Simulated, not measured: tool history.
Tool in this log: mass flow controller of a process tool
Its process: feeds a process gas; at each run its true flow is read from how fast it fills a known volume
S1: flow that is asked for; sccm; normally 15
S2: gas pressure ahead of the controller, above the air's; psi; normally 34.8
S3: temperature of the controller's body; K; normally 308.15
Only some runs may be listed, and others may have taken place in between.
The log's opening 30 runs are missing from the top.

Run 31, day 80.225: usual settings but S1 6 sccm, S3 305.15 K. Result: true flow (%) 99.64.
Run 32, day 83.179: usual settings but S1 6 sccm, S3 305.15 K. Result: true flow (%) 99.62.
Run 33, day 86.1: usual settings but S1 16 sccm, S2 28.9 psi, S3 305.15 K. Result: true flow (%) 99.16.
Run 34, day 88.762: usual settings but S1 48 sccm, S3 304.15 K. Result: true flow (%) 99.5.
Run 35, day 90.488: usual settings but S1 20 sccm, S2 40.5 psi. Result: true flow (%) 98.46.
Run 36, day 93.442: usual settings but S1 30 sccm, S3 301.15 K. Result: true flow (%) 99.24.
Run 37, day 96.083: usual settings but S1 30 sccm, S2 35.2 psi, S3 297.15 K. Result: true flow (%) 99.4.
Run 38, day 99.738: usual settings but S1 31 sccm, S2 24.5 psi, S3 303.15 K. Result: true flow (%) 99.66.
Run 39, day 102.542: usual settings but S1 26 sccm, S2 24.5 psi, S3 313.15 K. Result: true flow (%) 99.13.
Run 40, day 105.546: usual settings but S1 8 sccm, S3 297.15 K. Result: true flow (%) 100.41.
Run 41, day 107.738: usual settings but S1 8 sccm, S2 30.9 psi, S3 297.15 K. Result: true flow (%) 100.66.
Run 42, day 111.133: usual settings but S1 6 sccm. Result: true flow (%) 100.8.

Consider 5 possible next runs. They are alternatives, not a sequence: every one starts from the tool as it was left by run 42. What does each give?
Run A, day 114.229: usual settings but S1 43 sccm, S2 39.3 psi, S3 298.15 K. Result: true flow (%) ?.
Run B, day 114.229: usual settings but S1 9 sccm, S2 28.3 psi. Result: true flow (%) ?.
Run C, day 114.229: usual settings but S1 10 sccm, S2 27 psi, S3 301.15 K. Result: true flow (%) ?.
Run D, day 114.229: usual settings but S1 16 sccm, S2 27.1 psi, S3 299.15 K. Result: true flow (%) ?.
Run E, day 114.229: usual settings but S2 23.1 psi, S3 303.15 K. Result: true flow (%) ?.

run  true flow (%)
  A          99.47
  B         100.24
  C         100.41
  D         100.02
  E         100.02
What these runs would have given with no unlogged condition in the tool:
run  true flow (%)
  A          99.19
  B          98.26
  C          98.65
  D          98.98
  E           98.9
